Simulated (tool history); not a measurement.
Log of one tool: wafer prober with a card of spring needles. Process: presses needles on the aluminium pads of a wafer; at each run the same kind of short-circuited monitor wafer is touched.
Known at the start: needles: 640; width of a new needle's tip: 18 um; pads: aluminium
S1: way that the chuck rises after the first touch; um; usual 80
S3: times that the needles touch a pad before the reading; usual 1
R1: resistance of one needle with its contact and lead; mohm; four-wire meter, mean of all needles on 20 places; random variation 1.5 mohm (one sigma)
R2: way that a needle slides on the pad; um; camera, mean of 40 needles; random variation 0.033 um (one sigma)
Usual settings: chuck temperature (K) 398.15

Run 1, day 0.000: usual settings. Result: R1 156 mohm, R2 9.85 um.
At day 0.238: tips cleaned on abrasive film.
At day 0.796: tips cleaned on abrasive film.
At day 1.329: tips cleaned on abrasive film.
Run 2, day 1.754: usual settings. Result: R1 162 mohm, R2 9.78 um.
At day 1.854: tips cleaned on abrasive film.
At day 2.375: tips cleaned on abrasive film.
At day 2.921: tips cleaned on abrasive film.
Run 3, day 3.333: usual settings. Result: R1 162 mohm, R2 9.82 um.
At day 3.458: tips cleaned on abrasive film.
At day 4.017: tips cleaned on abrasive film.
Run 4, day 4.429: usual settings. Result: R1 162 mohm, R2 9.77 um.
At day 4.521: tips cleaned on abrasive film.
At day 5.054: tips cleaned on abrasive film.
At day 5.558: tips cleaned on abrasive film.
Run 5, day 5.642: usual settings. Result: R1 145 mohm, R2 9.74 um.
At day 6.112: tips cleaned on abrasive film.
At day 6.683: tips cleaned on abrasive film.
Run 6, day 7.017: usual settings but S3 2. Result: R1 152 mohm, R2 9.71 um.
At day 7.262: tips cleaned on abrasive film.
At day 7.754: tips cleaned on abrasive film.
At day 8.312: tips cleaned on abrasive film.
Run 7, day 8.396: usual settings but chuck temperature (K) 317.15, S3 2. Result: R1 131 mohm, R2 9.70 um.
At day 8.712: height of the first contact set anew.
At day 8.929: tips cleaned on abrasive film.
At day 9.471: tips cleaned on abrasive film.
At day 10.000: tips cleaned on abrasive film.
Run 8, day 10.000: usual settings but chuck temperature (K) 317.15, S3 2. Result: R1 127 mohm, R2 9.58 um.
At day 10.512: tips cleaned on abrasive film.
At day 11.104: tips cleaned on abrasive film.
Run 9, day 11.117: usual settings but S1 65 um, chuck temperature (K) 317.15, S3 2. Result: R1 134 mohm, R2 7.66 um.
At day 11.671: tips cleaned on abrasive film.
Run 10, day 11.988: usual settings but S1 65 um, chuck temperature (K) 317.15, S3 2. Result: R1 153 mohm, R2 7.65 um.
At day 12.233: tips cleaned on abrasive film.
At day 12.729: tips cleaned on abrasive film.
Run 11, day 12.933: usual settings but S1 65 um, chuck temperature (K) 317.15, S3 2. Result: R1 144 mohm, R2 7.59 um.
At day 13.258: tips cleaned on abrasive film.
At day 13.792: tips cleaned on abrasive film.
Run 12, day 13.912: usual settings but S1 65 um, chuck temperature (K) 317.15, S3 2. Result: R1 142 mohm, R2 7.61 um.
At day 14.333: tips cleaned on abrasive film.
At day 14.908: tips cleaned on abrasive film.
Run 13, day 15.008: usual settings but S1 65 um, chuck temperature (K) 317.15, S3 2. Result: R1 142 mohm, R2 7.55 um.
At day 15.442: tips cleaned on abrasive film.
At day 15.879: height of the first contact set anew, once more.
At day 15.975: tips cleaned on abrasive film.
At day 16.554: tips cleaned on abrasive film.
Run 14, day 16.783: usual settings but S1 65 um, chuck temperature (K) 317.15, S3 2. Result: R1 145 mohm, R2 8.09 um.
At day 17.125: tips cleaned on abrasive film.
At day 17.700: tips cleaned on abrasive film.
At day 18.296: tips cleaned on abrasive film.
Run 15, day 18.433: usual settings but S1 65 um, chuck temperature (K) 317.15, S3 2. Result: R1 141 mohm, R2 8.05 um.
At day 18.858: tips cleaned on abrasive film.
At day 19.462: tips cleaned on abrasive film.
At day 20.025: tips cleaned on abrasive film.
Run 16, day 20.238: usual settings but S1 65 um, chuck temperature (K) 317.15, S3 2. Result: R1 147 mohm, R2 8.06 um.
At day 20.600: tips cleaned on abrasive film.
At day 21.154: tips cleaned on abrasive film.
At day 21.704: tips cleaned on abrasive film.
Run 17, day 21.704: usual settings but chuck temperature (K) 377.15, S3 2. Result: R1 135 mohm, R2 9.85 um.
At day 22.275: tips cleaned on abrasive film.
At day 22.804: tips cleaned on abrasive film.
At day 23.408: tips cleaned on abrasive film.
Run 18, day 23.408: usual settings but S1 97 um, chuck temperature (K) 352.15, S3 2. Result: R1 133 mohm, R2 11.97 um.
At day 23.946: tips cleaned on abrasive film.
At day 24.492: tips cleaned on abrasive film.
At day 24.979: tips cleaned on abrasive film.
Run 19, day 25.146: usual settings but chuck temperature (K) 304.15. Result: R1 144 mohm, R2 9.82 um.
At day 25.492: tips cleaned on abrasive film.
At day 26.054: tips cleaned on abrasive film.
Run 20, day 26.438: usual settings. Result: R1 168 mohm, R2 9.80 um.
At day 26.650: tips cleaned on abrasive film.
At day 27.196: tips cleaned on abrasive film.
At day 27.804: tips cleaned on abrasive film.
Run 21, day 28.029: usual settings but S1 67 um, chuck temperature (K) 334.15, S3 2. Result: R1 148 mohm, R2 8.16 um.
At day 28.362: tips cleaned on abrasive film.
At day 28.900: tips cleaned on abrasive film.
At day 29.442: tips cleaned on abrasive film.
Run 22, day 29.800: usual settings but chuck temperature (K) 338.15. Result: R1 160 mohm, R2 9.71 um.
At day 29.983: tips cleaned on abrasive film.
At day 30.304: height of the first contact set anew.
At day 30.550: tips cleaned on abrasive film.
At day 31.088: tips cleaned on abrasive film.
Run 23, day 31.508: usual settings but S1 79 um, chuck temperature (K) 338.15, S3 3. Result: R1 141 mohm, R2 9.75 um.
At day 31.633: tips cleaned on abrasive film.
At day 32.225: tips cleaned on abrasive film.
At day 32.758: tips cleaned on abrasive film.
At day 33.288: tips cleaned on abrasive film.
Run 24, day 33.288: usual settings but chuck temperature (K) 320.15. Result: R1 129 mohm, R2 9.97 um.
At day 33.883: tips cleaned on abrasive film.
At day 34.379: tips cleaned on abrasive film.
Run 25, day 34.379: usual settings but chuck temperature (K) 320.15. Result: R1 128 mohm, R2 9.84 um.
At day 34.921: tips cleaned on abrasive film.
At day 35.467: tips cleaned on abrasive film.
Run 26, day 35.829: usual settings but chuck temperature (K) 315.15, S3 3. Result: R1 135 mohm, R2 9.88 um.
At day 35.954: tips cleaned on abrasive film.
At day 36.483: tips cleaned on abrasive film.
At day 37.029: tips cleaned on abrasive film.
Run 27, day 37.354: usual settings but S3 2. Result: R1 156 mohm, R2 9.82 um.
At day 37.600: tips cleaned on abrasive film.
At day 38.142: tips cleaned on abrasive film.
At day 38.633: tips cleaned on abrasive film.
Run 28, day 39.071: usual settings but S1 86 um, chuck temperature (K) 318.15, S3 3. Result: R1 134 mohm, R2 10.55 um.
At day 39.192: tips cleaned on abrasive film.
At day 39.696: tips cleaned on abrasive film.
Run 29, day 40.112: usual settings but S1 86 um, chuck temperature (K) 318.15, S3 3. Result: R1 138 mohm, R2 10.50 um.

The same runs without the tool's hidden state, with the same run-to-run variation:
The hidden state here: debris on the tips, nm; way that the needles fall short of the set height, um; tips' diameter, um; drift of the gauge itself on contact_mohm, %; drift of the gauge itself on scrub_um, %.
run   R1     R2
  1  137   9.98
  2  138   9.95
  3  137  10.02
  4  136   9.99
  5  136   9.99
  6  137   9.98
  7  123  10.01
  8  125  10.02
  9  128   8.12
 10  129   8.13
 11  125   8.10
 12  127   8.14
 13  128   8.10
 14  126   8.11
 15  125   8.11
 16  129   8.15
 17  133   9.97
 18  131  12.12
 19  124  10.00
 20  139  10.00
 21  129   8.41
 22  128   9.99
 23  129   9.78
 24  124  10.04
 25  124   9.94
 26  123  10.00
 27  139   9.96
 28  123  10.73
 29  127  10.71
